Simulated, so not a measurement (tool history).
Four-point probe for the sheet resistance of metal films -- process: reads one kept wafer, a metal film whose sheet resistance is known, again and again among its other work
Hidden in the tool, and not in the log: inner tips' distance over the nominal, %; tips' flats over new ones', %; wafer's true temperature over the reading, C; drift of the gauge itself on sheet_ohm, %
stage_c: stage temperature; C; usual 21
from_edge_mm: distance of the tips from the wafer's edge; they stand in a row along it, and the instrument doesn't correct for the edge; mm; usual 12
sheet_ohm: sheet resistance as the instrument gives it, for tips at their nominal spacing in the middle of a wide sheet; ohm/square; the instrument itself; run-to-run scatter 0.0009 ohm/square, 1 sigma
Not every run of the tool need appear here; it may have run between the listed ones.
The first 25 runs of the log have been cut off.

run   hour  stage_c  from_edge_mm  touches since the probe head was changed  hours of work since the stage's thermometer was calibrated  sheet_ohm
 26  423.8       25            51                                      3363                                                         524   4.508941
 27  437.3       19            16                                      4293                                                         534   4.527066
 28  457.0       23             3                                      5646                                                         550   4.616939
 29  476.0       18             4                                      6955                                                         565   4.584478
 30  493.4       32             6                                      8149                                                         579   4.512115
 31  514.6       20            12                                      9605                                                         595   4.522955
 32  527.0       33             7                                     10459                                                         605   4.501522
 33  542.2       31            24                                     11507                                                         617   4.486720
 34  556.5       24            10                                     12490                                                         628   4.512040
 35  575.4       22             3                                     13789                                                         643   4.612334
 36  588.3       34             3                                     14678                                                         653   4.580680
 37  610.1       34             3                                     16176                                                         670   4.579360
 38  624.6       21            13                                     17170                                                         682   4.511588
 39  645.9       30             6                                     18639                                                         698   4.506003
 40  662.0       25             9                                     19743                                                         711   4.504439
 41  673.6       28            64                                     20540                                                         720   4.484768
 42  684.8       28            64                                     21314                                                         729   4.485092
 43  699.7       22            43                                     22336                                                         741   4.498514
 44  718.4       22            43                                     23621                                                         755   4.495030
 45  738.3       24             7                                     24993                                                         771   4.508109
 46  760.8       20            25                                     26536                                                         789   4.499790

Alternative continuations, all from the tool just after run 46; predict every row:
  A  775.3       23            56                                     27536                                                         800          ?
  B  775.3       34             5                                     27536                                                         800          ?
  C  775.3       20            13                                     27536                                                         800          ?

run  sheet_ohm
  A   4.490468
  B   4.501322
  C   4.502835
What these runs would have given with no unlogged condition in the tool:
run  sheet_ohm
  A   4.509546
  B   4.520385
  C   4.521977
